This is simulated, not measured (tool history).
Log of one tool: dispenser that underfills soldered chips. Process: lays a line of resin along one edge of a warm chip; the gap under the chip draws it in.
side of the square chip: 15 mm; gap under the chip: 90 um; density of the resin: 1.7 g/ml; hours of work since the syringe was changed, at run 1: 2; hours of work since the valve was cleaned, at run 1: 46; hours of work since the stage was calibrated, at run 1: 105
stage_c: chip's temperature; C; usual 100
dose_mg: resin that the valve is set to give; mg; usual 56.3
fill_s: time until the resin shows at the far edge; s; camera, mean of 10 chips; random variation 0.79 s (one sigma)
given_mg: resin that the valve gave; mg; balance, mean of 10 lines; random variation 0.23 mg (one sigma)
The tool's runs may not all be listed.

| run | day | stage_c | dose_mg | hours of work since the syringe was changed | hours of work since the valve was cleaned | hours of work since the stage was calibrated | fill_s | given_mg |
|---|---|---|---|---|---|---|---|---|
| 1 | 0 | 100 | 56.3 | 2 | 46 | 105 | 80.1 | 53.82 |
|  | 0.108 | dispensing valve cleaned and set on the balance |
| 2 | 0.217 | 100 | 56.3 | 5 | 2 | 109 | 85.9 | 56.13 |
|  | 0.279 | new syringe of resin |
| 3 | 0.425 | 100 | 59.9 | 3 | 6 | 112 | 79.9 | 59.84 |
| 4 | 0.529 | 106 | 56.3 | 5 | 8 | 114 | 74.4 | 56.03 |
|  | 0.608 | new syringe of resin |
| 5 | 0.662 | 100 | 56.3 | 1 | 10 | 117 | 75.2 | 55.67 |
| 6 | 0.808 | 100 | 71.6 | 4 | 13 | 119 | 83.4 | 70.69 |
|  | 0.929 | new syringe of resin |
| 7 | 0.992 | 100 | 56.3 | 1 | 16 | 122 | 74.1 | 55.32 |
| 8 | 1.129 | 100 | 70.1 | 4 | 19 | 125 | 82.1 | 68.89 |
|  | 1.262 | new syringe of resin |
| 9 | 1.325 | 100 | 56.3 | 1 | 22 | 129 | 77.5 | 55.33 |
| 10 | 1.412 | 100 | 56.3 | 3 | 24 | 130 | 79.9 | 55.33 |
|  | 1.588 | new syringe of resin |
| 11 | 1.617 | 103 | 56.3 | 1 | 27 | 134 | 69.3 | 54.81 |
| 12 | 1.754 | 100 | 61 | 3 | 30 | 137 | 82.7 | 59.78 |
| 13 | 1.85 | 100 | 61 | 5 | 32 | 138 | 86.1 | 59 |
|  | 1.917 | new syringe of resin |
| 14 | 2.062 | 100 | 64.2 | 3 | 36 | 142 | 76.8 | 62.47 |
|  | 2.242 | new syringe of resin |
| 15 | 2.246 | 100 | 64.2 | 0 | 39 | 145 | 71.1 | 62.09 |
| 16 | 2.338 | 100 | 64.2 | 2 | 41 | 147 | 75.9 | 61.72 |
| 17 | 2.488 | 102 | 55 | 5 | 44 | 150 | 82.6 | 53.35 |

Run 18 comes next. What will it give?
|  | 2.571 | new syringe of resin |
| 18 | 2.592 | 102 | 55 | 0 | 45 | 152 | ? | ? |

{"run 18": {"fill_s": 68, "given_mg": 52.2}}
Without the tool's hidden state the same run would have given fill_s 67.6 s, given_mg 54.44 mg.
